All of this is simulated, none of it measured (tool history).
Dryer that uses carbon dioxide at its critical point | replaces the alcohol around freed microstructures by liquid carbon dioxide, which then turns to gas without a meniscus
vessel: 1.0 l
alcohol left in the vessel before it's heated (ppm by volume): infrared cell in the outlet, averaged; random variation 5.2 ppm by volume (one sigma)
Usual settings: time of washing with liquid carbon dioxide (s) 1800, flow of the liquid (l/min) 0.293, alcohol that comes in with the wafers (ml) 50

run,day,time of washing with liquid carbon dioxide (s),flow of the liquid (l/min),alcohol that comes in with the wafers (ml),alcohol left in the vessel before it's heated (ppm by volume)
1,0.000,1800,0.293,50,134
2,0.829,1800,0.293,34,101
3,1.354,1800,0.293,34,93
4,2.300,1800,0.293,34,98
5,2.867,1800,0.230,50,478
6,3.304,1800,0.283,50,161
7,3.971,1800,0.283,50,174
8,4.925,1800,0.211,50,771
9,5.350,1800,0.446,50,28
10,5.967,1800,0.293,50,137
11,6.558,1800,0.293,50,146
12,7.171,1800,0.293,50,149
13,7.688,1800,0.293,50,156
14,8.404,1800,0.293,50,148
15,9.300,1800,0.452,50,16
16,10.254,1800,0.452,50,29
17,11.079,1800,0.293,36,112
18,11.471,1740,0.293,36,140
19,12.262,1800,0.293,50,157
20,13.171,1800,0.293,50,167
21,13.688,1800,0.293,50,171
22,14.550,1800,0.293,50,168
23,15.292,1800,0.461,50,20
24,15.904,1800,0.293,50,180
25,16.558,2160,0.286,30,49
26,17.475,2160,0.286,30,54
27,18.171,1680,0.413,50,36
28,18.754,2520,0.214,104,360
29,19.633,1260,0.190,104,8503
30,20.562,1260,0.190,104,8519
31,21.262,1080,0.428,73,441
32,22.033,1200,0.421,31,141
33,22.442,1140,0.312,50,1098
34,23.242,1140,0.312,50,1064
35,23.988,2520,0.389,65,24
36,24.588,2520,0.389,65,35
37,25.279,2520,0.428,52,18
38,26.217,1620,0.410,109,106
39,27.100,1800,0.344,113,179
40,27.904,1980,0.382,72,49
41,28.821,1980,0.382,72,53
42,29.525,1440,0.293,48,579
43,30.021,1320,0.293,23,408
44,30.571,1320,0.293,23,431
45,31.017,1320,0.293,23,441
46,31.842,1320,0.293,23,430
47,32.467,1380,0.276,120,2348

The same runs without the tool's hidden state, with the same run-to-run variation:
The hidden state here: flow that reaches the vessel past the clogged filter, %; alcohol in the recycled carbon dioxide, ppm; drift of the gauge itself on alcohol_ppm, %.
run,alcohol left in the vessel before it's heated (ppm by volume)
1,109
2,81
3,71
4,75
5,399
6,122
7,134
8,641
9,16
10,97
11,104
12,105
13,110
14,101
15,3
16,15
17,68
18,89
19,99
20,105
21,108
22,101
23,3
24,110
25,19
26,23
27,10
28,214
29,6810
30,6778
31,261
32,75
33,745
34,711
35,3
36,14
37,0
38,43
39,80
40,14
41,16
42,326
43,232
44,248
45,250
46,241
47,1382
